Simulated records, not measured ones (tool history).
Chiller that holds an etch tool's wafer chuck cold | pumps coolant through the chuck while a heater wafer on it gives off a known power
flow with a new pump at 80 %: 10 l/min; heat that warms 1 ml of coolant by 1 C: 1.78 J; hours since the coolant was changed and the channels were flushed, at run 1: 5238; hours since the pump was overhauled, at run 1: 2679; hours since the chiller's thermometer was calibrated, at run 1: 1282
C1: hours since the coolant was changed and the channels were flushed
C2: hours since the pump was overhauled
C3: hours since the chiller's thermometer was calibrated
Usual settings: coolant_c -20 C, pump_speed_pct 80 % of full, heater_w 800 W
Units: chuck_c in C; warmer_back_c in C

{"run": 1, "hour": 0.0, "coolant_c": -20, "pump_speed_pct": 80, "heater_w": 800, "C1": 5238, "C2": 2679, "C3": 1282, "chuck_c": -10.6, "warmer_back_c": 2.8}
{"run": 2, "hour": 101.8, "coolant_c": -12, "pump_speed_pct": 80, "heater_w": 800, "C1": 5340, "C2": 2781, "C3": 1384, "chuck_c": -2.6, "warmer_back_c": 2.8}
{"run": 3, "hour": 266.0, "coolant_c": -20, "pump_speed_pct": 80, "heater_w": 800, "C1": 5504, "C2": 2945, "C3": 1548, "chuck_c": -10.5, "warmer_back_c": 2.81}
{"run": 4, "hour": 498.3, "coolant_c": -20, "pump_speed_pct": 91, "heater_w": 800, "C1": 5736, "C2": 3178, "C3": 1780, "chuck_c": -11.2, "warmer_back_c": 2.42}
{"run": 5, "hour": 686.7, "coolant_c": -20, "pump_speed_pct": 77, "heater_w": 800, "C1": 5925, "C2": 3366, "C3": 1968, "chuck_c": -9.9, "warmer_back_c": 2.94}
{"run": 6, "hour": 852.9, "coolant_c": -20, "pump_speed_pct": 77, "heater_w": 800, "C1": 6091, "C2": 3532, "C3": 2135, "chuck_c": -9.8, "warmer_back_c": 2.95}
{"run": 7, "hour": 1067.7, "coolant_c": -13, "pump_speed_pct": 80, "heater_w": 800, "C1": 6306, "C2": 3747, "C3": 2349, "chuck_c": -3.2, "warmer_back_c": 2.81}
{"hour": 1078.9, "done": "chiller's thermometer calibrated"}
{"run": 8, "hour": 1247.6, "coolant_c": -13, "pump_speed_pct": 80, "heater_w": 800, "C1": 6484, "C2": 3926, "C3": 169, "chuck_c": -3.0, "warmer_back_c": 2.82}
{"run": 9, "hour": 1416.6, "coolant_c": -12, "pump_speed_pct": 61, "heater_w": 915, "C1": 6653, "C2": 4095, "C3": 338, "chuck_c": 2.6, "warmer_back_c": 4.41}
{"run": 10, "hour": 1599.7, "coolant_c": -12, "pump_speed_pct": 63, "heater_w": 772, "C1": 6837, "C2": 4278, "C3": 521, "chuck_c": -0.1, "warmer_back_c": 3.59}
{"run": 11, "hour": 1791.2, "coolant_c": -12, "pump_speed_pct": 81, "heater_w": 772, "C1": 7028, "C2": 4470, "C3": 712, "chuck_c": -1.8, "warmer_back_c": 2.7}
{"run": 12, "hour": 1896.1, "coolant_c": -24, "pump_speed_pct": 88, "heater_w": 1007, "C1": 7133, "C2": 4574, "C3": 817, "chuck_c": -11.9, "warmer_back_c": 3.25}
{"run": 13, "hour": 2119.4, "coolant_c": -24, "pump_speed_pct": 88, "heater_w": 1007, "C1": 7356, "C2": 4798, "C3": 1041, "chuck_c": -11.9, "warmer_back_c": 3.23}
{"run": 14, "hour": 2233.9, "coolant_c": -24, "pump_speed_pct": 88, "heater_w": 1007, "C1": 7471, "C2": 4912, "C3": 1155, "chuck_c": -11.9, "warmer_back_c": 3.28}
{"hour": 2425.2, "done": "coolant changed, channels flushed"}
{"hour": 2457.3, "done": "chiller's thermometer calibrated, once more"}
{"run": 15, "hour": 2457.3, "coolant_c": -13, "pump_speed_pct": 88, "heater_w": 800, "C1": 31, "C2": 5129, "C3": 0, "chuck_c": -5.1, "warmer_back_c": 2.58}

Hidden state or all else? Some run-to-run changes of chuck_c, split into what the settings, what came in and random variation would give without the hidden state, and what is left for the hidden state (with any gauge scatter that isn't in both results):
The hidden state here: heat passed by the chuck's channels, % of clean ones'; flow at a given pump speed, % of a new pump's; coolant's true temperature over the reading, C; drift of the gauge itself on chuck_c, C; drift of the gauge itself on warmer_back_c, C.
Run 11 -> 12: coolant_c -12 -> -24, pump_speed_pct 81 -> 88, heater_w 772 -> 1007. chuck_c -10.1 C: hidden state +0.3, all else -10.4.
Run 14 -> 15: coolant_c -24 -> -13, heater_w 1007 -> 800, coolant changed, channels flushed, chiller's thermometer calibrated, once more. chuck_c +6.8 C: hidden state -2.3, all else +9.1.

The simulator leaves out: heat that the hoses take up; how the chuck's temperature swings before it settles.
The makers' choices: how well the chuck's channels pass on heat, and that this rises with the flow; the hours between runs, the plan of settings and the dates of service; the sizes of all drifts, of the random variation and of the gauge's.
